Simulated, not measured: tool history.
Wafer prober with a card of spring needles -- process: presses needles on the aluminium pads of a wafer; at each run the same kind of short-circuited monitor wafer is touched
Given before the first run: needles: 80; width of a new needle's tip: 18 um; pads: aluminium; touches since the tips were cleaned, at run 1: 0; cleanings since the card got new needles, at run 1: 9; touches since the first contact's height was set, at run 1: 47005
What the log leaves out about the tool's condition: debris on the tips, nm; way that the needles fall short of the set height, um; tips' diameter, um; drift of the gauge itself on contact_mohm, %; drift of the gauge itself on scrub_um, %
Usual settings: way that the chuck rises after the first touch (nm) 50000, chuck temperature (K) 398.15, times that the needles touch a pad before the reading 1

run,hour,way that the chuck rises after the first touch (nm),chuck temperature (K),times that the needles touch a pad before the reading,touches since the tips were cleaned,cleanings since the card got new needles,touches since the first contact's height was set,resistance of one needle with its contact and lead (mohm),way that a needle slides on the pad (nm)
1,0,50000,398.15,1,0,9,47005,389,7940
2,7.7,50000,398.15,1,1457,9,48462,831,7940
3,17.3,50000,398.15,1,3296,9,50301,1112,7930
4,22.6,50000,398.15,1,4301,9,51306,1194,7960
# hour 23.5: tips cleaned on abrasive film
5,30.3,50000,398.15,1,1290,10,52737,773,7930
6,40.4,50000,398.15,1,3214,10,54661,1107,7910
# hour 47.6: tips cleaned on abrasive film
7,50.6,50000,398.15,1,561,11,56576,565,7930
8,62.5,50000,398.15,2,2831,11,58846,751,7970
9,70.4,50000,398.15,2,4325,11,60340,832,7940
# hour 71.5: tips cleaned on abrasive film
10,75.3,33000,398.15,1,725,12,61264,1018,5150
11,82.2,33000,398.15,2,2037,12,62576,1214,5170
12,92.6,33000,398.15,1,4010,12,64549,2342,5150
# hour 95.4: tips cleaned on abrasive film
13,98.2,47000,312.15,1,526,13,65586,586,7410
14,104.8,50000,345.15,1,1774,13,66834,940,7900
15,111.8,50000,345.15,1,3108,13,68168,1180,7920
# hour 119: tips cleaned on abrasive film
16,121.9,50000,345.15,1,545,14,70075,537,7900
17,128.2,50000,345.15,1,1737,14,71267,890,7920
18,137.2,50000,348.15,2,3452,14,72982,831,7880

Alternative continuations, all from the tool just after run 18; predict every row:
# hour 143.1: tips cleaned on abrasive film
A,148.4,68000,398.15,1,1008,15,75085,?,?
# hour 143.1: tips cleaned on abrasive film
B,148.4,38000,353.15,1,1008,15,75085,?,?
# hour 143.1: tips cleaned on abrasive film
C,148.4,61000,325.15,2,1008,15,75085,?,?

run,resistance of one needle with its contact and lead (mohm),way that a needle slides on the pad (nm)
A,515,10810
B,1112,5940
C,452,9670
Without the tool's unlogged condition, the same runs would have read:
run,resistance of one needle with its contact and lead (mohm),way that a needle slides on the pad (nm)
A,269,11020
B,287,6140
C,248,9870
